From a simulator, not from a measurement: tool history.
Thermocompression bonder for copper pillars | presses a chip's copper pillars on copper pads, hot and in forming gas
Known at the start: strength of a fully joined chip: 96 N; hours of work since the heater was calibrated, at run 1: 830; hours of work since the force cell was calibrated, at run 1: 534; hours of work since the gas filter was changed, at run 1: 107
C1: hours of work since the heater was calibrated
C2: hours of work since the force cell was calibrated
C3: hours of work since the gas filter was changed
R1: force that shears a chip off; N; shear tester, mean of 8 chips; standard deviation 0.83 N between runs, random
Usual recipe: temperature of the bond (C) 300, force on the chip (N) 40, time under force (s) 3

run 1 hour=0 | temperature_of_the_bond_(C)=300 force_on_the_chip_(N)=40 time_under_force_(s)=3 | C1=830 C2=534 C3=107 | R1=68.1
run 2 hour=24 | temperature_of_the_bond_(C)=300 force_on_the_chip_(N)=40 time_under_force_(s)=3 | C1=847 C2=552 C3=125 | R1=65.7
run 3 hour=49.9 | temperature_of_the_bond_(C)=300 force_on_the_chip_(N)=27 time_under_force_(s)=3 | C1=867 C2=571 C3=144 | R1=48.1
-- hour=56.6 forming gas filter changed
run 4 hour=86.1 | temperature_of_the_bond_(C)=315 force_on_the_chip_(N)=40 time_under_force_(s)=3 | C1=893 C2=598 C3=22 | R1=73.8
run 5 hour=119.3 | temperature_of_the_bond_(C)=300 force_on_the_chip_(N)=51 time_under_force_(s)=3 | C1=918 C2=623 C3=47 | R1=75.2
-- hour=144.8 heater calibrated with a thermocouple chip
run 6 hour=158.5 | temperature_of_the_bond_(C)=300 force_on_the_chip_(N)=40 time_under_force_(s)=3 | C1=10 C2=651 C3=75 | R1=66.9
run 7 hour=199.3 | temperature_of_the_bond_(C)=300 force_on_the_chip_(N)=40 time_under_force_(s)=8 | C1=41 C2=681 C3=105 | R1=80.5
run 8 hour=223.6 | temperature_of_the_bond_(C)=300 force_on_the_chip_(N)=40 time_under_force_(s)=8 | C1=59 C2=699 C3=123 | R1=78.6
run 9 hour=243 | temperature_of_the_bond_(C)=300 force_on_the_chip_(N)=40 time_under_force_(s)=8 | C1=73 C2=714 C3=138 | R1=81.6
-- hour=260 forming gas filter changed
run 10 hour=261 | temperature_of_the_bond_(C)=322 force_on_the_chip_(N)=40 time_under_force_(s)=3 | C1=86 C2=727 C3=1 | R1=73.8
run 11 hour=285.1 | temperature_of_the_bond_(C)=322 force_on_the_chip_(N)=40 time_under_force_(s)=3 | C1=104 C2=745 C3=19 | R1=76.5
run 12 hour=314.4 | temperature_of_the_bond_(C)=322 force_on_the_chip_(N)=40 time_under_force_(s)=3 | C1=126 C2=767 C3=41 | R1=74.4
run 13 hour=354.4 | temperature_of_the_bond_(C)=300 force_on_the_chip_(N)=40 time_under_force_(s)=3 | C1=156 C2=796 C3=70 | R1=66.2
run 14 hour=380.7 | temperature_of_the_bond_(C)=300 force_on_the_chip_(N)=40 time_under_force_(s)=3 | C1=176 C2=816 C3=90 | R1=65.1
run 15 hour=407 | temperature_of_the_bond_(C)=300 force_on_the_chip_(N)=40 time_under_force_(s)=9 | C1=195 C2=836 C3=110 | R1=81.9
run 16 hour=435.1 | temperature_of_the_bond_(C)=300 force_on_the_chip_(N)=40 time_under_force_(s)=9 | C1=216 C2=857 C3=131 | R1=83.9
-- hour=461.7 forming gas filter changed
run 17 hour=476 | temperature_of_the_bond_(C)=300 force_on_the_chip_(N)=40 time_under_force_(s)=9 | C1=246 C2=887 C3=11 | R1=84.1
run 18 hour=500.8 | temperature_of_the_bond_(C)=300 force_on_the_chip_(N)=40 time_under_force_(s)=9 | C1=265 C2=905 C3=29 | R1=81.9
run 19 hour=541.5 | temperature_of_the_bond_(C)=300 force_on_the_chip_(N)=40 time_under_force_(s)=9 | C1=295 C2=936 C3=59 | R1=82.6
run 20 hour=580.8 | temperature_of_the_bond_(C)=300 force_on_the_chip_(N)=44 time_under_force_(s)=8 | C1=325 C2=965 C3=89 | R1=83.1
run 21 hour=617.6 | temperature_of_the_bond_(C)=309 force_on_the_chip_(N)=51 time_under_force_(s)=3 | C1=352 C2=992 C3=116 | R1=79.1
run 22 hour=640.4 | temperature_of_the_bond_(C)=309 force_on_the_chip_(N)=51 time_under_force_(s)=3 | C1=369 C2=1009 C3=133 | R1=80.5
-- hour=662.2 forming gas filter changed
run 23 hour=663.4 | temperature_of_the_bond_(C)=282 force_on_the_chip_(N)=46 time_under_force_(s)=3 | C1=386 C2=1026 C3=1 | R1=63.6
run 24 hour=696.7 | temperature_of_the_bond_(C)=282 force_on_the_chip_(N)=47 time_under_force_(s)=7 | C1=411 C2=1051 C3=26 | R1=78.3
run 25 hour=733.4 | temperature_of_the_bond_(C)=282 force_on_the_chip_(N)=47 time_under_force_(s)=7 | C1=438 C2=1078 C3=53 | R1=77.6
run 26 hour=754.6 | temperature_of_the_bond_(C)=289 force_on_the_chip_(N)=28 time_under_force_(s)=3 | C1=454 C2=1094 C3=69 | R1=46.6
run 27 hour=779.3 | temperature_of_the_bond_(C)=289 force_on_the_chip_(N)=42 time_under_force_(s)=2 | C1=472 C2=1113 C3=87 | R1=55.6
run 28 hour=811.9 | temperature_of_the_bond_(C)=295 force_on_the_chip_(N)=58 time_under_force_(s)=6 | C1=497 C2=1137 C3=112 | R1=87.7
run 29 hour=829.2 | temperature_of_the_bond_(C)=325 force_on_the_chip_(N)=58 time_under_force_(s)=6 | C1=510 C2=1150 C3=125 | R1=94.5
run 30 hour=849.6 | temperature_of_the_bond_(C)=273 force_on_the_chip_(N)=26 time_under_force_(s)=2 | C1=525 C2=1165 C3=140 | R1=30.3
-- hour=863.7 forming gas filter changed
run 31 hour=885.1 | temperature_of_the_bond_(C)=273 force_on_the_chip_(N)=26 time_under_force_(s)=2 | C1=551 C2=1191 C3=16 | R1=30.4
run 32 hour=926.4 | temperature_of_the_bond_(C)=273 force_on_the_chip_(N)=24 time_under_force_(s)=4 | C1=582 C2=1222 C3=47 | R1=37
-- hour=931 force cell calibrated
run 33 hour=948.3 | temperature_of_the_bond_(C)=273 force_on_the_chip_(N)=24 time_under_force_(s)=4 | C1=597 C2=13 C3=62 | R1=36.5
run 34 hour=981.9 | temperature_of_the_bond_(C)=313 force_on_the_chip_(N)=42 time_under_force_(s)=2 | C1=622 C2=38 C3=87 | R1=66.2
run 35 hour=1000.2 | temperature_of_the_bond_(C)=313 force_on_the_chip_(N)=42 time_under_force_(s)=2 | C1=636 C2=52 C3=101 | R1=65.3
run 36 hour=1019.3 | temperature_of_the_bond_(C)=313 force_on_the_chip_(N)=42 time_under_force_(s)=2 | C1=650 C2=66 C3=115 | R1=66.3
run 37 hour=1052.5 | temperature_of_the_bond_(C)=313 force_on_the_chip_(N)=42 time_under_force_(s)=2 | C1=675 C2=91 C3=140 | R1=66.3
-- hour=1067.2 forming gas filter changed
run 38 hour=1084.1 | temperature_of_the_bond_(C)=313 force_on_the_chip_(N)=42 time_under_force_(s)=2 | C1=698 C2=114 C3=13 | R1=68.3

For each entry between runs, how does the tool's hidden state at the last listed run before it compare with that at the first listed run after it?
In the gap between runs 3 and 4: forming gas filter changed (hour 56.6)
  true temperature of the bond over the reading, C: 0.5 -> 0.6; oxide that the forming gas leaves, % of the face: 1.38 -> 0.63
In the gap between runs 5 and 6: heater calibrated with a thermocouple chip (hour 144.8)
  true temperature of the bond over the reading, C: 0.6 -> 0; oxide that the forming gas leaves, % of the face: 0.77 -> 0.93
In the gap between runs 9 and 10: forming gas filter changed (hour 260)
  oxide that the forming gas leaves, % of the face: 1.29 -> 0.52
In the gap between runs 16 and 17: forming gas filter changed (hour 461.7)
  oxide that the forming gas leaves, % of the face: 1.29 -> 0.56
In the gap between runs 22 and 23: forming gas filter changed (hour 662.2)
  oxide that the forming gas leaves, % of the face: 1.27 -> 0.51
In the gap between runs 30 and 31: forming gas filter changed (hour 863.7)
  oxide that the forming gas leaves, % of the face: 1.28 -> 0.6
In the gap between runs 32 and 33: force cell calibrated (hour 931)
  force that reaches the chip, % of what is set: 100.4 -> 100; oxide that the forming gas leaves, % of the face: 0.76 -> 0.86
In the gap between runs 37 and 38: forming gas filter changed (hour 1067.2)
  oxide that the forming gas leaves, % of the face: 1.32 -> 0.58
